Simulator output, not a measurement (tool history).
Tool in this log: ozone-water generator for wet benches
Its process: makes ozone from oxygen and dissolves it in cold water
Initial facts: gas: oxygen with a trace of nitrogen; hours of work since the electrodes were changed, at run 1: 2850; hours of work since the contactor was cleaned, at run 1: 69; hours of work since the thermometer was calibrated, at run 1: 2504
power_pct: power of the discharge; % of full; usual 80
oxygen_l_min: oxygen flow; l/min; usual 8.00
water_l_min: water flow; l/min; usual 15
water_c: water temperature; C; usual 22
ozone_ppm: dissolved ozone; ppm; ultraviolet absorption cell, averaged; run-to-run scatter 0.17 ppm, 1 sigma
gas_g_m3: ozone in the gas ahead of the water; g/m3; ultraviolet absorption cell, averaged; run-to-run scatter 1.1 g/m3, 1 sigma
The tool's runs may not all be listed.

run	day	power_pct	oxygen_l_min	water_l_min	water_c	hours of work since the electrodes were changed	hours of work since the contactor was cleaned	hours of work since the thermometer was calibrated	ozone_ppm	gas_g_m3
1	0.000	80	8.00	15	22	2850	69	2504	22.2	181.6
2	3.900	80	8.00	15	22	2917	136	2572	21.8	181.8
# day 4.721: water thermometer calibrated
3	6.196	80	8.00	15	22	2956	176	26	21.7	182.2
4	10.850	80	8.00	15	22	3037	256	106	21.7	182.9
5	15.267	80	8.00	15	22	3114	333	183	21.8	181.6
6	18.242	80	8.00	15	22	3165	384	234	21.8	181.6
7	21.079	80	8.00	15	22	3214	433	283	21.5	182.5
8	25.525	80	8.00	15	22	3291	510	360	21.7	181.5
9	27.675	68	5.04	19	30	3328	548	398	15.3	216.1
10	32.188	68	5.04	19	30	3407	626	476	15.2	215.6
11	35.225	48	5.04	12	28	3459	678	528	18.2	177.5
12	39.146	48	5.04	12	28	3527	746	596	18.1	175.4
13	41.254	80	8.00	18	22	3564	783	633	18.7	180.4
14	45.612	80	8.00	18	22	3639	858	708	18.6	180.1
15	49.242	80	7.02	15	22	3702	921	771	21.8	195.6

Alternative continuations, all from the tool just after run 15; predict every row:
A	51.150	85	4.18	11	22	3735	954	804	?	?
B	51.150	80	4.97	15	22	3735	954	804	?	?
C	51.150	80	12.54	11	22	3735	954	804	?	?

run	ozone_ppm	gas_g_m3
A	32.0	272.2
B	23.5	236.8
C	22.4	136.7
The same runs, with their run-to-run variation unchanged, on a tool lacking any hidden condition would have given:
run	ozone_ppm	gas_g_m3
A	35.3	298.0
B	25.9	258.6
C	24.6	149.3

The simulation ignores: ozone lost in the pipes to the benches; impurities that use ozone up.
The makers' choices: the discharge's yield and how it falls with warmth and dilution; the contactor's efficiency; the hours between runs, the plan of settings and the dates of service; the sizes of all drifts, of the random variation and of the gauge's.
